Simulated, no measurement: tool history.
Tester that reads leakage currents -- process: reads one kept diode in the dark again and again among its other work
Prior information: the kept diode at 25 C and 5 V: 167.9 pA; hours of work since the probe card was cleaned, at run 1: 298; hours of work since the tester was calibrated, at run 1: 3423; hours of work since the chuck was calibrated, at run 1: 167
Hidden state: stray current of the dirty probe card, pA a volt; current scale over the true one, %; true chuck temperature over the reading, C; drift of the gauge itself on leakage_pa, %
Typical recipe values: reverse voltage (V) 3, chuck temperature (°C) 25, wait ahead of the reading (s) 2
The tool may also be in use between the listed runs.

run,day,reverse voltage (V),chuck temperature (°C),wait ahead of the reading (s),hours of work since the probe card was cleaned,hours of work since the tester was calibrated,hours of work since the chuck was calibrated,current that the tester gives (pA)
1,0,3,25,2,298,3423,167,122.8
2,4.883,3,25,2,381,3506,250,120.43
3,13.375,3,25,2,526,3651,395,118.46
# day 21.492: chuck's temperature calibrated
4,23.946,3,25,2,704,3830,42,112.01
5,29.221,3,25,2,794,3920,132,110.51
# day 38.171: chuck's temperature calibrated, once more
6,39.462,3,25,2,967,4093,22,127.99
7,46.458,3,25,2,1087,4212,141,125.62
8,53.488,3,25,2,1206,4332,261,122.39
9,59.312,3,34,2,1306,4431,360,227.36
10,63.904,8.31,34,2,1384,4510,439,398.37
# day 69.317: chuck's temperature calibrated
11,70.046,8.31,34,2,1487,4613,12,425.83
# day 72.017: probe card cleaned and baked
12,76.488,8.31,34,2,76,4720,120,406.66
# day 80.712: tester calibrated
13,85.892,8.31,34,2,235,88,279,403.72
14,91.071,16.22,25,2,323,177,367,305.48
15,95.642,16.22,39,2,401,254,445,804.65
# day 100.442: chuck's temperature calibrated
16,105.196,16.22,39,2,563,416,81,878.76
17,115.492,16.22,39,2,738,591,257,853.9
18,125.596,16.22,39,2,910,764,429,831.86
# day 131.617: chuck's temperature calibrated
19,133.446,3,44,2,1043,896,31,475.6
20,140.388,15.47,27,1.57,1161,1014,150,365.17
21,149.654,1.64,59,2,1319,1172,307,828.24
22,154.667,1.64,59,2,1405,1258,393,822.48
# day 161.792: probe card cleaned and baked
# day 162.833: chuck's temperature calibrated
23,165.121,1.64,59,2,55,1432,39,842.78
24,170.308,8.56,30,3.84,144,1521,127,309.01
25,177.45,12.02,49,2,265,1643,249,1323.89
26,182.179,1.39,25,0.54,346,1723,330,76.61
27,188.8,1.39,25,0.54,459,1836,443,74.57
# day 193.738: chuck's temperature calibrated
28,195.525,1.39,25,0.54,572,1949,31,82.34
29,205.521,6.44,25,0.3,743,2120,201,190.78
30,214.092,4.47,25,7.02,889,2266,347,148.84
31,220.979,4.47,25,7.02,1006,2383,464,146.39
# day 224.708: chuck's temperature calibrated
32,231.688,4.47,25,7.02,1187,2564,119,155.76
33,237.196,2.42,38,9.99,1281,2658,213,270.39
34,243.971,2.42,38,9.99,1396,2774,328,267.28
35,250.383,1.16,25,0.34,1506,2883,438,69.99
# day 251.479: probe card cleaned and baked
# day 255.8: chuck's temperature calibrated
36,258.258,3,25,3.58,114,3014,42,123.8
37,264.958,1.09,33,3.58,228,3128,156,123.52

Branching from run 37: 4 alternative next runs. What would each branch give?
A,269.429,1.7,28,1.08,305,3204,232,?
B,269.429,3,39,0.81,305,3204,232,?
C,269.429,2.59,25,2,305,3204,232,?
D,269.429,1.09,26,3.6,305,3204,232,?

run,current that the tester gives (pA)
A,109.8
B,322.38
C,110.88
D,73.86
What these runs would have given with no unlogged condition in the tool:
run,current that the tester gives (pA)
A,116.06
B,340.17
C,117.14
D,78.13

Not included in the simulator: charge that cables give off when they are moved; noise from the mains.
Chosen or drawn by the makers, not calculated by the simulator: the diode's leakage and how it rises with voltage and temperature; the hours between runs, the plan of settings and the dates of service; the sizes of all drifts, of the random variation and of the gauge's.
